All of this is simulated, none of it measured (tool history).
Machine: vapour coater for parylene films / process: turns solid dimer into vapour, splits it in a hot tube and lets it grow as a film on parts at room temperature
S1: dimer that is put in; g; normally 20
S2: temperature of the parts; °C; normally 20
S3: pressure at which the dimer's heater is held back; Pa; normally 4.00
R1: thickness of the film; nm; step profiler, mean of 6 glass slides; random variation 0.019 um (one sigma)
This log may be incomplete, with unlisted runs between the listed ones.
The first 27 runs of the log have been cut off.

run	hour	S1	S2	S3	R1
28	737.1	16	12	4.00	4430
29	760.6	16	12	4.00	4330
30	785.4	19	23	2.58	4280
31	804.8	20	19	7.83	4020
32	826.0	29	13	2.14	8790
33	857.0	35	18	10.45	6780
34	890.1	20	18	4.00	4670
35	923.9	20	28	2.33	4020
36	958.5	20	28	2.33	4050
37	988.6	8	14	8.95	1750
38	1025.1	8	14	8.95	1750
39	1060.3	11	27	5.90	1870
40	1093.2	11	27	5.90	1880
41	1109.2	15	22	7.54	2760
42	1127.7	15	22	7.54	2740
43	1151.0	15	22	7.54	2760
44	1181.0	15	22	7.54	2730
45	1196.9	15	22	7.54	2740
46	1213.3	15	22	7.54	2760
47	1243.6	15	22	7.54	2750
48	1266.7	34	27	9.83	5170

3 ways to go on from here, each from the tool as it stands after run 48. What would each give?
A	1300.8	34	16	9.83	?
B	1300.8	11	22	2.63	?
C	1300.8	17	12	5.75	?

run	R1
A	6850
B	2490
C	4250
What these runs would have given with no unlogged condition in the tool:
run	R1
A	7060
B	2560
C	4380
